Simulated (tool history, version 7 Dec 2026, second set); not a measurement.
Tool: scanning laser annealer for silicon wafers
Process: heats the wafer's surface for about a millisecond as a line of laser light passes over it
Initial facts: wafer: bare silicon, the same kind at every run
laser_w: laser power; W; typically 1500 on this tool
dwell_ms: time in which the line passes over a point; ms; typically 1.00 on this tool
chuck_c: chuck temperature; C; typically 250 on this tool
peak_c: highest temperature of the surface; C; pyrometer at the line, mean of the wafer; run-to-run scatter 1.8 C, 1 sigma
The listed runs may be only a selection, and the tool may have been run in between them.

run,hour,laser_w,dwell_ms,chuck_c,peak_c
1,0.0,1500,1.00,250,1042
2,19.7,1500,1.00,250,1044
3,51.6,1500,1.00,250,1041
4,69.8,1486,1.00,250,1037
5,84.8,1500,0.93,250,1008
6,116.0,1500,0.93,250,1009

Run 7, settings as shown, results not yet in. Your forecast:
7,132.9,1500,0.73,275,?

{"run 7": {"peak_c": 930}}
If the tool had no hidden condition, the same run with the same run-to-run variation would have returned peak_c 945 C.
